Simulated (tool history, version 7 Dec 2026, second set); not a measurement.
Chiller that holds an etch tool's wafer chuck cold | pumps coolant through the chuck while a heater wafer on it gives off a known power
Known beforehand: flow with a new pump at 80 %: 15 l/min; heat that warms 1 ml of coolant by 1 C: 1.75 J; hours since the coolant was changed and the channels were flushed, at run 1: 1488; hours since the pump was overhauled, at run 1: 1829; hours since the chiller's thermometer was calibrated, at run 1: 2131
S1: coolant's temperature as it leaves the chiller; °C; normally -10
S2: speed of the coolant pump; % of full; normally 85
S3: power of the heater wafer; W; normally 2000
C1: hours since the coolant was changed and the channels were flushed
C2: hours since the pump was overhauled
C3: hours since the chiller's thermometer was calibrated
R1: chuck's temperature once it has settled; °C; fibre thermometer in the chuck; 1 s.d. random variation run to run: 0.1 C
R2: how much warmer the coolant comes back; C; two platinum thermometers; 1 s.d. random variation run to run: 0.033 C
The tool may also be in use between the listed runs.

{"run": 1, "hour": 0.0, "S1": -10, "S2": 85, "S3": 2000, "C1": 1488, "C2": 1829, "C3": 2131, "R1": 5.7, "R2": 4.49}
{"run": 2, "hour": 37.0, "S1": -10, "S2": 85, "S3": 2000, "C1": 1525, "C2": 1866, "C3": 2168, "R1": 5.8, "R2": 4.42}
{"run": 3, "hour": 61.5, "S1": -10, "S2": 85, "S3": 2000, "C1": 1549, "C2": 1890, "C3": 2192, "R1": 5.7, "R2": 4.45}
{"run": 4, "hour": 104.4, "S1": -10, "S2": 85, "S3": 2000, "C1": 1592, "C2": 1933, "C3": 2235, "R1": 5.6, "R2": 4.46}
{"run": 5, "hour": 141.1, "S1": -10, "S2": 63, "S3": 2000, "C1": 1629, "C2": 1970, "C3": 2272, "R1": 8.9, "R2": 6.17}
{"run": 6, "hour": 196.3, "S1": -1, "S2": 85, "S3": 2000, "C1": 1684, "C2": 2025, "C3": 2327, "R1": 14.8, "R2": 4.58}
{"run": 7, "hour": 246.0, "S1": -1, "S2": 85, "S3": 2000, "C1": 1734, "C2": 2075, "C3": 2377, "R1": 14.9, "R2": 4.57}
{"run": 8, "hour": 283.7, "S1": -1, "S2": 85, "S3": 2000, "C1": 1771, "C2": 2112, "C3": 2415, "R1": 14.7, "R2": 4.53}
{"run": 9, "hour": 322.6, "S1": -10, "S2": 61, "S3": 2000, "C1": 1810, "C2": 2151, "C3": 2454, "R1": 9.4, "R2": 6.47}
{"run": 10, "hour": 347.5, "S1": -10, "S2": 61, "S3": 2000, "C1": 1835, "C2": 2176, "C3": 2478, "R1": 9.5, "R2": 6.46}
{"run": 11, "hour": 402.8, "S1": -10, "S2": 61, "S3": 2000, "C1": 1891, "C2": 2231, "C3": 2534, "R1": 9.4, "R2": 6.44}
{"run": 12, "hour": 457.3, "S1": -10, "S2": 61, "S3": 2000, "C1": 1945, "C2": 2286, "C3": 2588, "R1": 9.5, "R2": 6.37}
{"run": 13, "hour": 500.9, "S1": -10, "S2": 67, "S3": 2000, "C1": 1989, "C2": 2330, "C3": 2632, "R1": 8.4, "R2": 5.84}
{"hour": 531.6, "done": "chiller's thermometer calibrated"}
{"run": 14, "hour": 552.8, "S1": -10, "S2": 85, "S3": 2000, "C1": 2040, "C2": 2380, "C3": 21, "R1": 6.8, "R2": 4.56}
{"run": 15, "hour": 592.3, "S1": -10, "S2": 85, "S3": 2000, "C1": 2079, "C2": 2420, "C3": 61, "R1": 6.7, "R2": 4.54}
{"run": 16, "hour": 616.3, "S1": -10, "S2": 85, "S3": 2000, "C1": 2103, "C2": 2444, "C3": 85, "R1": 7.0, "R2": 4.61}
{"run": 17, "hour": 671.8, "S1": -10, "S2": 85, "S3": 2000, "C1": 2159, "C2": 2499, "C3": 140, "R1": 7.0, "R2": 4.6}
{"run": 18, "hour": 697.5, "S1": 0, "S2": 65, "S3": 1866, "C1": 2184, "C2": 2525, "C3": 166, "R1": 18.6, "R2": 5.65}
{"run": 19, "hour": 740.7, "S1": 0, "S2": 65, "S3": 1866, "C1": 2227, "C2": 2568, "C3": 209, "R1": 18.5, "R2": 5.66}
{"run": 20, "hour": 793.4, "S1": -19, "S2": 65, "S3": 1666, "C1": 2280, "C2": 2621, "C3": 262, "R1": -2.6, "R2": 5.08}
{"run": 21, "hour": 820.1, "S1": -19, "S2": 85, "S3": 1214, "C1": 2307, "C2": 2648, "C3": 289, "R1": -8.8, "R2": 2.77}
{"run": 22, "hour": 864.7, "S1": -4, "S2": 85, "S3": 1547, "C1": 2351, "C2": 2692, "C3": 333, "R1": 9.3, "R2": 3.52}
{"run": 23, "hour": 899.6, "S1": -4, "S2": 82, "S3": 2346, "C1": 2386, "C2": 2727, "C3": 368, "R1": 16.6, "R2": 5.66}
{"run": 24, "hour": 928.4, "S1": -9, "S2": 82, "S3": 1370, "C1": 2415, "C2": 2756, "C3": 397, "R1": 3.0, "R2": 3.29}
{"run": 25, "hour": 963.6, "S1": -19, "S2": 67, "S3": 1370, "C1": 2450, "C2": 2791, "C3": 432, "R1": -5.6, "R2": 4.09}
{"run": 26, "hour": 993.0, "S1": -19, "S2": 67, "S3": 1370, "C1": 2480, "C2": 2821, "C3": 461, "R1": -5.7, "R2": 4.1}
{"run": 27, "hour": 1041.9, "S1": -19, "S2": 67, "S3": 1006, "C1": 2529, "C2": 2869, "C3": 510, "R1": -9.1, "R2": 2.9}
{"run": 28, "hour": 1089.2, "S1": -19, "S2": 97, "S3": 1607, "C1": 2576, "C2": 2917, "C3": 558, "R1": -6.0, "R2": 3.23}
{"run": 29, "hour": 1114.6, "S1": -3, "S2": 65, "S3": 1308, "C1": 2601, "C2": 2942, "C3": 583, "R1": 10.1, "R2": 4.04}
{"run": 30, "hour": 1150.6, "S1": -3, "S2": 65, "S3": 1308, "C1": 2637, "C2": 2978, "C3": 619, "R1": 10.4, "R2": 4.07}
{"run": 31, "hour": 1205.8, "S1": -10, "S2": 96, "S3": 1350, "C1": 2693, "C2": 3033, "C3": 674, "R1": 1.0, "R2": 2.8}

Predict each of these 3 candidate next runs independently; none follows another, all start after run 31:
{"run": "A", "hour": 1240.6, "S1": -9, "S2": 63, "S3": 1350, "C1": 2727, "C2": 3068, "C3": 709, "R1": "?", "R2": "?"}
{"run": "B", "hour": 1240.6, "S1": -8, "S2": 79, "S3": 1242, "C1": 2727, "C2": 3068, "C3": 709, "R1": "?", "R2": "?"}
{"run": "C", "hour": 1240.6, "S1": -20, "S2": 94, "S3": 2000, "C1": 2727, "C2": 3068, "C3": 709, "R1": "?", "R2": "?"}

run=A R1=5.0 R2=4.28
run=B R1=3.2 R2=3.13
run=C R1=-3.5 R2=4.24
With no hidden state in the tool, these same runs would have given:
run=A R1=2.9 R2=3.94
run=B R1=1.6 R2=2.89
run=C R1=-6.1 R2=3.92
